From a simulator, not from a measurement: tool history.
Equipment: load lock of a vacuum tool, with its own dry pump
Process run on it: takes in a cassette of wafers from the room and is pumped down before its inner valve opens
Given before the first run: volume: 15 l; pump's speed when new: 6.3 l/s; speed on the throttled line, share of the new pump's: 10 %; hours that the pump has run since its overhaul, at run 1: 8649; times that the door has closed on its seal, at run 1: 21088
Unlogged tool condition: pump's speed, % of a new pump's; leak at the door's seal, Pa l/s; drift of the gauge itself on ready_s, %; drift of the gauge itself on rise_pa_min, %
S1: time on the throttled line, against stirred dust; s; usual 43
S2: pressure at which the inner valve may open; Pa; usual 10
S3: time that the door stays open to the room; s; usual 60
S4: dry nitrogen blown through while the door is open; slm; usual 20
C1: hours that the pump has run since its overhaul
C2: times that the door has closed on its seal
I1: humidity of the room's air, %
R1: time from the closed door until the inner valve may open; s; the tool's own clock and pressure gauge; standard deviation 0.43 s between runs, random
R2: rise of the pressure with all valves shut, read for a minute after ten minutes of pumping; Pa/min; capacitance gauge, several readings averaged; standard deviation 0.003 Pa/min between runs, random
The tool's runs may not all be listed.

{"run": 1, "day": 0.0, "S1": 43, "S2": 10, "S3": 60, "S4": 20, "C1": 8649, "C2": 21088, "I1": 45.1, "R1": 62.8, "R2": 0.145}
{"run": 2, "day": 16.662, "S1": 43, "S2": 10, "S3": 60, "S4": 20, "C1": 9049, "C2": 21644, "I1": 42.6, "R1": 62.6, "R2": 0.148}
{"run": 3, "day": 29.45, "S1": 43, "S2": 10, "S3": 60, "S4": 20, "C1": 9356, "C2": 22070, "I1": 42.2, "R1": 63.5, "R2": 0.146}
{"run": 4, "day": 52.038, "S1": 43, "S2": 10, "S3": 60, "S4": 20, "C1": 9898, "C2": 22823, "I1": 47.3, "R1": 62.2, "R2": 0.159}
{"run": 5, "day": 69.796, "S1": 43, "S2": 10, "S3": 60, "S4": 20, "C1": 10325, "C2": 23415, "I1": 45.0, "R1": 62.4, "R2": 0.159}
{"run": 6, "day": 81.696, "S1": 43, "S2": 10, "S3": 60, "S4": 16, "C1": 10610, "C2": 23811, "I1": 42.5, "R1": 63.1, "R2": 0.167}
{"run": 7, "day": 95.825, "S1": 43, "S2": 10, "S3": 60, "S4": 12, "C1": 10949, "C2": 24282, "I1": 45.3, "R1": 62.4, "R2": 0.171}
{"run": 8, "day": 108.571, "S1": 43, "S2": 10, "S3": 41, "S4": 20, "C1": 11255, "C2": 24707, "I1": 47.4, "R1": 62.9, "R2": 0.169}
{"run": 9, "day": 122.333, "S1": 43, "S2": 10, "S3": 41, "S4": 20, "C1": 11586, "C2": 25166, "I1": 43.1, "R1": 63.1, "R2": 0.17}
{"run": 10, "day": 138.942, "S1": 43, "S2": 10, "S3": 41, "S4": 20, "C1": 11984, "C2": 25720, "I1": 48.5, "R1": 63.3, "R2": 0.175}
{"run": 11, "day": 160.012, "S1": 43, "S2": 10, "S3": 41, "S4": 20, "C1": 12490, "C2": 26422, "I1": 44.0, "R1": 64.3, "R2": 0.164}
{"run": 12, "day": 188.408, "S1": 39, "S2": 10, "S3": 60, "S4": 20, "C1": 13171, "C2": 27369, "I1": 48.1, "R1": 60.0, "R2": 0.204}
{"run": 13, "day": 213.296, "S1": 43, "S2": 10, "S3": 60, "S4": 10, "C1": 13769, "C2": 28198, "I1": 49.2, "R1": 63.1, "R2": 0.214}
{"run": 14, "day": 231.333, "S1": 43, "S2": 10, "S3": 60, "S4": 10, "C1": 14202, "C2": 28800, "I1": 44.8, "R1": 63.9, "R2": 0.213}
{"run": 15, "day": 244.862, "S1": 43, "S2": 10, "S3": 60, "S4": 10, "C1": 14526, "C2": 29251, "I1": 43.5, "R1": 63.4, "R2": 0.215}
{"run": 16, "day": 266.488, "S1": 43, "S2": 10, "S3": 50, "S4": 20, "C1": 15045, "C2": 29972, "I1": 50.1, "R1": 63.5, "R2": 0.208}
{"run": 17, "day": 281.571, "S1": 26, "S2": 10, "S3": 60, "S4": 20, "C1": 15407, "C2": 30474, "I1": 48.0, "R1": 48.6, "R2": 0.211}
{"run": 18, "day": 298.338, "S1": 68, "S2": 10, "S3": 60, "S4": 20, "C1": 15810, "C2": 31033, "I1": 44.9, "R1": 85.6, "R2": 0.214}
{"run": 19, "day": 320.221, "S1": 68, "S2": 10, "S3": 60, "S4": 20, "C1": 16335, "C2": 31763, "I1": 45.8, "R1": 86.4, "R2": 0.216}
{"run": 20, "day": 338.821, "S1": 68, "S2": 12, "S3": 60, "S4": 20, "C1": 16781, "C2": 32383, "I1": 43.8, "R1": 85.9, "R2": 0.223}
{"run": 21, "day": 354.246, "S1": 51, "S2": 18, "S3": 149, "S4": 26, "C1": 17151, "C2": 32897, "I1": 45.4, "R1": 69.8, "R2": 0.237}
{"run": 22, "day": 382.871, "S1": 32, "S2": 10, "S3": 31, "S4": 12, "C1": 17838, "C2": 33851, "I1": 45.0, "R1": 55.2, "R2": 0.236}
{"run": 23, "day": 402.404, "S1": 32, "S2": 10, "S3": 31, "S4": 12, "C1": 18307, "C2": 34502, "I1": 44.0, "R1": 54.3, "R2": 0.23}
{"run": 24, "day": 414.488, "S1": 25, "S2": 9, "S3": 108, "S4": 23, "C1": 18597, "C2": 34905, "I1": 44.1, "R1": 49.0, "R2": 0.248}
{"run": 25, "day": 437.2, "S1": 43, "S2": 10, "S3": 60, "S4": 21, "C1": 19142, "C2": 35662, "I1": 43.8, "R1": 64.5, "R2": 0.25}
{"run": 26, "day": 449.204, "S1": 43, "S2": 10, "S3": 185, "S4": 6, "C1": 19430, "C2": 36063, "I1": 45.7, "R1": 65.1, "R2": 0.311}
{"run": 27, "day": 461.404, "S1": 57, "S2": 11, "S3": 38, "S4": 5, "C1": 19723, "C2": 36469, "I1": 44.8, "R1": 75.9, "R2": 0.257}
{"run": 28, "day": 480.775, "S1": 43, "S2": 10, "S3": 28, "S4": 21, "C1": 20188, "C2": 37115, "I1": 41.4, "R1": 65.1, "R2": 0.247}
{"run": 29, "day": 504.958, "S1": 43, "S2": 13, "S3": 188, "S4": 20, "C1": 20769, "C2": 37921, "I1": 49.3, "R1": 64.2, "R2": 0.31}
{"run": 30, "day": 530.704, "S1": 43, "S2": 13, "S3": 166, "S4": 6, "C1": 21386, "C2": 38779, "I1": 46.3, "R1": 64.4, "R2": 0.33}
{"run": 31, "day": 551.004, "S1": 71, "S2": 13, "S3": 166, "S4": 6, "C1": 21874, "C2": 39456, "I1": 42.3, "R1": 88.1, "R2": 0.335}
{"day": 570.592, "done": "dry pump taken out, an overhauled one fitted"}
{"run": 32, "day": 577.912, "S1": 68, "S2": 13, "S3": 142, "S4": 14, "C1": 176, "C2": 40345, "I1": 44.9, "R1": 82.2, "R2": 0.317}
{"run": 33, "day": 595.912, "S1": 68, "S2": 13, "S3": 142, "S4": 14, "C1": 608, "C2": 40945, "I1": 47.2, "R1": 83.2, "R2": 0.333}
{"run": 34, "day": 611.683, "S1": 71, "S2": 15, "S3": 124, "S4": 21, "C1": 986, "C2": 41471, "I1": 46.0, "R1": 86.8, "R2": 0.319}
{"run": 35, "day": 624.379, "S1": 71, "S2": 15, "S3": 124, "S4": 18, "C1": 1291, "C2": 41894, "I1": 44.5, "R1": 85.1, "R2": 0.32}
{"run": 36, "day": 640.504, "S1": 27, "S2": 9, "S3": 102, "S4": 41, "C1": 1678, "C2": 42431, "I1": 45.5, "R1": 47.6, "R2": 0.305}
{"run": 37, "day": 666.746, "S1": 33, "S2": 11, "S3": 101, "S4": 15, "C1": 2308, "C2": 43306, "I1": 44.5, "R1": 52.0, "R2": 0.336}

Difference, measured minus no-hidden-state, one row per run. Run-to-run variation is common to both terms; the gauge's own scatter need not be:
run=1 R1=+1.9 R2=+0.097
run=2 R1=+1.9 R2=+0.101
run=3 R1=+1.9 R2=+0.103
run=4 R1=+2.0 R2=+0.110
run=5 R1=+2.1 R2=+0.111
run=6 R1=+2.1 R2=+0.116
run=7 R1=+2.2 R2=+0.117
run=8 R1=+2.2 R2=+0.123
run=9 R1=+2.3 R2=+0.125
run=10 R1=+2.4 R2=+0.130
run=11 R1=+2.4 R2=+0.133
run=12 R1=+2.6 R2=+0.147
run=13 R1=+2.6 R2=+0.147
run=14 R1=+2.7 R2=+0.152
run=15 R1=+2.7 R2=+0.155
run=16 R1=+2.8 R2=+0.160
run=17 R1=+3.2 R2=+0.161
run=18 R1=+2.6 R2=+0.166
run=19 R1=+2.7 R2=+0.173
run=20 R1=+2.6 R2=+0.175
run=21 R1=+2.8 R2=+0.177
run=22 R1=+3.6 R2=+0.189
run=23 R1=+3.6 R2=+0.190
run=24 R1=+3.9 R2=+0.196
run=25 R1=+3.6 R2=+0.203
run=26 R1=+3.7 R2=+0.207
run=27 R1=+3.3 R2=+0.209
run=28 R1=+3.8 R2=+0.215
run=29 R1=+3.7 R2=+0.223
run=30 R1=+3.9 R2=+0.227
run=31 R1=+3.3 R2=+0.237
run=32 R1=-0.2 R2=+0.244
run=33 R1=-0.1 R2=+0.247
run=34 R1=-0.1 R2=+0.251
run=35 R1=-0.1 R2=+0.254
run=36 R1=+0.0 R2=+0.258
run=37 R1=+0.1 R2=+0.273
